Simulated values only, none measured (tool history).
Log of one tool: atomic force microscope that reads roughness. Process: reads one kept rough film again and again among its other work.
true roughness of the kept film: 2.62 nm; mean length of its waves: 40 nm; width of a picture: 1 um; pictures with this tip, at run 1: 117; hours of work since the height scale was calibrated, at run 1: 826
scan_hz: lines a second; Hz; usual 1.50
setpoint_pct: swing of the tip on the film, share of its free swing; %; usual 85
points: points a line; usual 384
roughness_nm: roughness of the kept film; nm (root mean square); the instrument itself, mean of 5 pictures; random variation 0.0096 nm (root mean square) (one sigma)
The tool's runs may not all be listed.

run,hour,scan_hz,setpoint_pct,points,pictures with this tip,hours of work since the height scale was calibrated,roughness_nm
1,0.0,1.50,85,384,117,826,1.991
# hour 28.0: new tip fitted
2,45.7,1.50,85,384,26,857,2.104
3,89.6,1.50,85,384,90,887,1.994
4,114.5,1.50,85,384,126,904,1.967
# hour 136.1: new tip fitted
5,142.6,1.50,85,384,10,923,2.145
6,161.9,1.50,85,384,38,936,2.095
7,195.9,1.50,85,384,87,959,2.022
8,227.7,1.50,85,384,133,981,1.963
# hour 242.6: new tip fitted
9,270.4,1.50,85,384,40,1009,2.095
10,307.1,0.56,85,384,93,1034,2.196
11,329.1,1.50,85,384,125,1049,1.975
# hour 348.7: new tip fitted
12,373.6,1.50,85,384,36,1079,2.094
13,393.9,1.50,85,384,65,1093,2.048
14,413.5,1.50,85,384,94,1106,2.024
15,435.4,1.50,85,384,126,1121,1.978
# hour 455.3: new tip fitted
16,455.3,1.50,85,384,0,1135,2.149
17,491.4,1.50,85,384,52,1159,2.082
18,519.4,1.50,85,384,93,1178,1.989
19,558.7,1.50,85,384,150,1205,1.937
# hour 561.5: new tip fitted
20,589.4,1.50,85,384,40,1226,2.058
21,614.8,1.50,85,384,77,1243,2.024
22,648.5,1.50,85,384,126,1266,1.962
# hour 668.4: new tip fitted
23,683.0,1.50,85,384,21,1289,2.109
24,717.5,1.50,85,384,71,1313,2.038
25,759.3,1.50,85,384,132,1341,1.941
# hour 774.0: new tip fitted
26,792.4,1.50,85,384,27,1363,2.098
27,832.5,1.50,85,384,85,1391,2.009
28,856.5,2.56,59,384,120,1407,2.141
# hour 879.5: new tip fitted
29,882.4,1.83,59,944,4,1424,2.375
30,914.5,0.95,69,384,50,1446,2.300
31,953.8,1.42,75,698,107,1473,2.095
32,982.3,1.45,60,416,149,1492,2.142
# hour 985.7: new tip fitted
33,1003.4,1.47,58,570,25,1506,2.370
34,1032.4,2.32,56,817,67,1526,2.267
35,1051.5,1.50,86,578,95,1539,1.996
# hour 1091.5: new tip fitted
36,1094.4,1.07,58,306,5,1568,2.396
37,1123.5,1.07,58,306,47,1588,2.329
38,1157.0,1.07,58,306,95,1611,2.244
# hour 1197.1: new tip fitted
39,1197.2,1.07,58,306,0,1638,2.403
40,1231.9,3.85,85,384,50,1661,1.688
41,1266.5,0.91,70,297,100,1685,2.201
# hour 1304.9: new tip fitted
42,1311.8,0.61,85,389,10,1715,2.308
43,1344.5,1.50,85,540,58,1738,2.056
44,1372.2,2.89,73,341,98,1757,1.977
45,1405.7,0.88,75,269,146,1779,2.105
# hour 1410.0: new tip fitted
46,1425.8,0.55,75,910,23,1793,2.357
47,1459.4,2.75,81,384,71,1816,1.883
48,1479.6,2.75,69,384,101,1829,2.034
49,1503.7,1.24,69,295,136,1846,2.128
# hour 1516.3: new tip fitted
50,1526.7,1.24,69,295,15,1861,2.315
51,1548.6,2.68,56,296,47,1876,2.251
52,1576.8,2.68,56,296,88,1895,2.172
53,1602.9,1.16,85,299,126,1913,1.996

Hidden state at the last listed run before each entry between runs and at the first one after, where it differs:
Between runs 1 and 2: new tip fitted (hour 28.0)
  radius of the tip, nm: 18.7 -> 8.4; height scale over the true one, %: -0.87 -> -0.91
  measured less the result without the state, roughness_nm: -0.189 -> -0.065 nm (root mean square)
Between runs 4 and 5: new tip fitted (hour 136.1)
  radius of the tip, nm: 20.2 -> 5.9; height scale over the true one, %: -0.96 -> -0.98
  measured less the result without the state, roughness_nm: -0.208 -> -0.034 nm (root mean square)
Between runs 8 and 9: new tip fitted (hour 242.6)
  radius of the tip, nm: 20.5 -> 9.7; height scale over the true one, %: -1.05 -> -1.08
  measured less the result without the state, roughness_nm: -0.214 -> -0.085 nm (root mean square)
Between runs 11 and 12: new tip fitted (hour 348.7)
  radius of the tip, nm: 20 -> 8.7; height scale over the true one, %: -1.13 -> -1.16
  measured less the result without the state, roughness_nm: -0.210 -> -0.075 nm (root mean square)
Between runs 15 and 16: new tip fitted (hour 455.3)
  radius of the tip, nm: 19.3 -> 5; height scale over the true one, %: -1.21 -> -1.22
  measured less the result without the state, roughness_nm: -0.203 -> -0.027 nm (root mean square)
Between runs 19 and 20: new tip fitted (hour 561.5)
  radius of the tip, nm: 22.2 -> 10; height scale over the true one, %: -1.3 -> -1.32
  measured less the result without the state, roughness_nm: -0.237 -> -0.093 nm (root mean square)
Between runs 22 and 23: new tip fitted (hour 668.4)
  radius of the tip, nm: 19.5 -> 8.3; height scale over the true one, %: -1.36 -> -1.39
  measured less the result without the state, roughness_nm: -0.207 -> -0.074 nm (root mean square)
Between runs 25 and 26: new tip fitted (hour 774.0)
  radius of the tip, nm: 20.7 -> 8.4; height scale over the true one, %: -1.45 -> -1.48
  measured less the result without the state, roughness_nm: -0.223 -> -0.076 nm (root mean square)
Between runs 28 and 29: new tip fitted (hour 879.5)
  radius of the tip, nm: 19.1 -> 5.4; height scale over the true one, %: -1.52 -> -1.54
  measured less the result without the state, roughness_nm: -0.226 -> -0.044 nm (root mean square)
Between runs 32 and 33: new tip fitted (hour 985.7)
  radius of the tip, nm: 22.8 -> 8.1; height scale over the true one, %: -1.62 -> -1.63
  measured less the result without the state, roughness_nm: -0.277 -> -0.086 nm (root mean square)
Between runs 35 and 36: new tip fitted (hour 1091.5)
  radius of the tip, nm: 16.4 -> 6.2; height scale over the true one, %: -1.67 -> -1.7
  measured less the result without the state, roughness_nm: -0.179 -> -0.060 nm (root mean square)
Between runs 38 and 39: new tip fitted (hour 1197.1)
  radius of the tip, nm: 17 -> 5.4; height scale over the true one, %: -1.75 -> -1.78
  measured less the result without the state, roughness_nm: -0.211 -> -0.050 nm (root mean square)
Between runs 41 and 42: new tip fitted (hour 1304.9)
  radius of the tip, nm: 16.5 -> 6.6; height scale over the true one, %: -1.83 -> -1.87
  measured less the result without the state, roughness_nm: -0.203 -> -0.067 nm (root mean square)
Between runs 45 and 46: new tip fitted (hour 1410.0)
  radius of the tip, nm: 22.4 -> 8.5; height scale over the true one, %: -1.94 -> -1.95
  measured less the result without the state, roughness_nm: -0.275 -> -0.100 nm (root mean square)
Between runs 49 and 50: new tip fitted (hour 1516.3)
  radius of the tip, nm: 21.2 -> 6.8; height scale over the true one, %: -2.01 -> -2.03
  measured less the result without the state, roughness_nm: -0.263 -> -0.074 nm (root mean square)
